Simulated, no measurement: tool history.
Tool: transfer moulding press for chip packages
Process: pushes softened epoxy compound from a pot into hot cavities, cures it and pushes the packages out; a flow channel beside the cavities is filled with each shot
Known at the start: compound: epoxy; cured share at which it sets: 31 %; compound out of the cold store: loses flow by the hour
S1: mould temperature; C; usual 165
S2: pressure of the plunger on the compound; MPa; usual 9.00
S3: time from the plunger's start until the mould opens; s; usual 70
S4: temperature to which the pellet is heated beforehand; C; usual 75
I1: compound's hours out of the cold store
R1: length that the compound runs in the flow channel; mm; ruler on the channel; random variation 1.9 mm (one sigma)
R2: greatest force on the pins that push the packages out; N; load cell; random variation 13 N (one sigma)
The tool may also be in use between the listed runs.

{"run": 1, "hour": 0.0, "S1": 165, "S2": 9.0, "S3": 70, "S4": 75, "I1": 29.7, "R1": 949, "R2": 632}
{"run": 2, "hour": 19.8, "S1": 165, "S2": 9.0, "S3": 70, "S4": 75, "I1": 45.3, "R1": 867, "R2": 730}
{"hour": 27.7, "done": "cavities cleaned with cleaning compound and waxed"}
{"run": 3, "hour": 57.5, "S1": 160, "S2": 9.0, "S3": 70, "S4": 75, "I1": 38.1, "R1": 914, "R2": 1053}
{"hour": 61.6, "done": "cavities cleaned with cleaning compound and waxed"}
{"run": 4, "hour": 81.2, "S1": 160, "S2": 9.0, "S3": 70, "S4": 75, "I1": 21.1, "R1": 1010, "R2": 1064}
{"hour": 97.1, "done": "cavities cleaned with cleaning compound and waxed"}
{"run": 5, "hour": 120.9, "S1": 160, "S2": 9.0, "S3": 70, "S4": 75, "I1": 18.2, "R1": 1021, "R2": 1132}
{"hour": 131.8, "done": "cavities cleaned with cleaning compound and waxed"}
{"hour": 164.8, "done": "cavities cleaned with cleaning compound and waxed"}
{"run": 6, "hour": 164.8, "S1": 160, "S2": 9.0, "S3": 70, "S4": 75, "I1": 41.0, "R1": 891, "R2": 791}
{"run": 7, "hour": 183.7, "S1": 165, "S2": 9.0, "S3": 70, "S4": 75, "I1": 20.3, "R1": 986, "R2": 744}
{"hour": 199.7, "done": "cavities cleaned with cleaning compound and waxed"}
{"run": 8, "hour": 221.5, "S1": 165, "S2": 9.0, "S3": 70, "S4": 75, "I1": 36.6, "R1": 889, "R2": 706}
{"hour": 234.3, "done": "cavities cleaned with cleaning compound and waxed"}
{"run": 9, "hour": 249.9, "S1": 165, "S2": 9.0, "S3": 70, "S4": 75, "I1": 26.5, "R1": 944, "R2": 738}
{"hour": 269.9, "done": "cavities cleaned with cleaning compound and waxed"}
{"run": 10, "hour": 281.2, "S1": 165, "S2": 10.95, "S3": 70, "S4": 75, "I1": 43.1, "R1": 943, "R2": 660}
{"hour": 303.3, "done": "cavities cleaned with cleaning compound and waxed"}
{"hour": 307.7, "done": "plunger's sealing rings changed"}
{"run": 11, "hour": 307.7, "S1": 165, "S2": 10.58, "S3": 70, "S4": 75, "I1": 17.9, "R1": 1103, "R2": 611}
{"hour": 313.4, "done": "mould's thermocouples calibrated"}
{"hour": 341.1, "done": "cavities cleaned with cleaning compound and waxed"}
{"run": 12, "hour": 341.1, "S1": 165, "S2": 9.0, "S3": 70, "S4": 75, "I1": 45.2, "R1": 864, "R2": 559}
{"run": 13, "hour": 368.7, "S1": 165, "S2": 9.0, "S3": 70, "S4": 75, "I1": 46.6, "R1": 856, "R2": 730}
{"hour": 375.7, "done": "cavities cleaned with cleaning compound and waxed"}
{"run": 14, "hour": 392.4, "S1": 157, "S2": 10.28, "S3": 109, "S4": 73, "I1": 40.7, "R1": 970, "R2": 535}
{"hour": 409.5, "done": "cavities cleaned with cleaning compound and waxed"}
{"run": 15, "hour": 434.5, "S1": 157, "S2": 10.57, "S3": 65, "S4": 71, "I1": 9.7, "R1": 1179, "R2": 1639}
{"hour": 445.7, "done": "cavities cleaned with cleaning compound and waxed"}
{"run": 16, "hour": 453.1, "S1": 166, "S2": 10.57, "S3": 65, "S4": 71, "I1": 37.1, "R1": 971, "R2": 700}
{"hour": 479.8, "done": "cavities cleaned with cleaning compound and waxed"}
{"run": 17, "hour": 484.9, "S1": 166, "S2": 10.57, "S3": 65, "S4": 71, "I1": 30.1, "R1": 1010, "R2": 687}
{"hour": 492.8, "done": "mould's thermocouples calibrated, once more"}
{"hour": 517.0, "done": "cavities cleaned with cleaning compound and waxed"}
{"run": 18, "hour": 527.3, "S1": 165, "S2": 9.0, "S3": 72, "S4": 79, "I1": 35.5, "R1": 898, "R2": 659}
{"hour": 552.1, "done": "cavities cleaned with cleaning compound and waxed"}
{"run": 19, "hour": 569.7, "S1": 165, "S2": 9.0, "S3": 72, "S4": 79, "I1": 21.4, "R1": 971, "R2": 721}

Run 20 comes next. What will it give?
{"hour": 586.0, "done": "cavities cleaned with cleaning compound and waxed"}
{"run": 20, "hour": 604.1, "S1": 161, "S2": 9.0, "S3": 70, "S4": 74, "I1": 19.4, "R1": "?", "R2": "?"}

R1: 996 mm
R2: 1046 N
Without the tool's hidden state the same run would have given R1 1026 mm, R2 846 N.

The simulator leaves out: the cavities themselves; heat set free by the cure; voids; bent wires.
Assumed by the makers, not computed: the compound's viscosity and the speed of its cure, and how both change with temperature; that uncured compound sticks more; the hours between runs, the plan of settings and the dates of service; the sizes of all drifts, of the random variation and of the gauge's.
